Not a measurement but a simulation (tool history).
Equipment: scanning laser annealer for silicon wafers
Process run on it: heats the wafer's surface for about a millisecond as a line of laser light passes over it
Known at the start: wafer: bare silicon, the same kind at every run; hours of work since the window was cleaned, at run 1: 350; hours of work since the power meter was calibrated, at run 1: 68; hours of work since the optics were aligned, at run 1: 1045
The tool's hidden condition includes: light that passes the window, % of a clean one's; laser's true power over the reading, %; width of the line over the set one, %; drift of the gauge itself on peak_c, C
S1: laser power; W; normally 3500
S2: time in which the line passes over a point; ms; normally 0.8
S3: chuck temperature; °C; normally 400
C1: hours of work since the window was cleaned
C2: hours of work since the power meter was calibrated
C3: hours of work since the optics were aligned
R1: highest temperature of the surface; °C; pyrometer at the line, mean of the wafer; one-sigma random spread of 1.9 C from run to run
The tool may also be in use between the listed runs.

run,hour,S1,S2,S3,C1,C2,C3,R1
1,0,3500,0.8,400,350,68,1045,1065
2,17.1,3500,0.8,400,362,80,1057,1073
3,39.3,3500,0.574,400,378,95,1073,952
# hour 49.7: optics aligned, line set to its width
4,69.4,3500,0.8,400,395,113,14,1059
5,93.5,3500,0.8,400,412,130,30,1057
6,110.5,3500,0.8,400,424,141,42,1057
7,128,3500,0.8,400,436,154,55,1053
8,147,3500,0.8,400,449,167,68,1052
9,163.5,3500,0.837,400,461,178,79,1072
# hour 172.5: optics aligned, line set to its width, once more
10,190.4,3571,0.837,400,476,194,12,1111
11,206.4,3500,0.8,400,487,205,24,1075
12,224.6,3500,0.8,400,500,218,36,1078
13,250.9,3500,0.8,400,518,236,55,1074
14,264.3,3500,0.8,400,527,245,64,1073
15,285.1,3500,0.8,400,542,260,78,1073
16,310.4,3500,0.8,400,560,277,96,1072
17,324.8,3500,0.8,400,570,287,106,1070
18,339.5,3500,0.8,400,580,298,116,1069
19,357.9,3500,0.8,400,593,310,129,1069
20,375.3,3820,0.662,400,605,322,141,1073
# hour 397: window over the wafer cleaned
21,397.2,3666,0.685,363,0,336,155,1042
22,416.3,3118,0.685,400,13,350,168,949
23,430,3118,0.685,400,23,359,178,949
24,453.2,3118,0.685,406,39,375,194,959
25,475.6,3158,0.622,400,55,391,210,927
26,492.7,3714,0.933,429,67,403,222,1244
27,508,3714,0.655,429,77,413,232,1097
28,524.7,3714,0.655,429,89,425,244,1098
29,539.3,3714,0.655,429,99,435,254,1092
30,565.8,3714,0.655,429,118,454,273,1095
31,580,3491,0.8,409,127,464,282,1095
32,594.6,3218,0.563,389,138,474,293,895
33,606.1,3149,0.792,406,146,482,301,998
34,623.2,3149,0.792,406,158,494,313,1003
35,640.1,3149,0.792,406,169,506,324,997
36,666.4,3191,0.792,406,188,524,343,1010

What if the next run were any one of these 5? Each begins from the tool's condition after run 36:
A,683.6,2983,0.641,406,200,536,355,?
B,683.6,3500,0.84,370,200,536,355,?
C,683.6,3281,0.639,401,200,536,355,?
D,683.6,3808,0.95,396,200,536,355,?
E,683.6,3557,0.563,407,200,536,355,?

run,R1
A,899
B,1071
C,957
D,1236
E,979
With no hidden state in the tool, these same runs would have given:
run,R1
A,914
B,1093
C,975
D,1262
E,997

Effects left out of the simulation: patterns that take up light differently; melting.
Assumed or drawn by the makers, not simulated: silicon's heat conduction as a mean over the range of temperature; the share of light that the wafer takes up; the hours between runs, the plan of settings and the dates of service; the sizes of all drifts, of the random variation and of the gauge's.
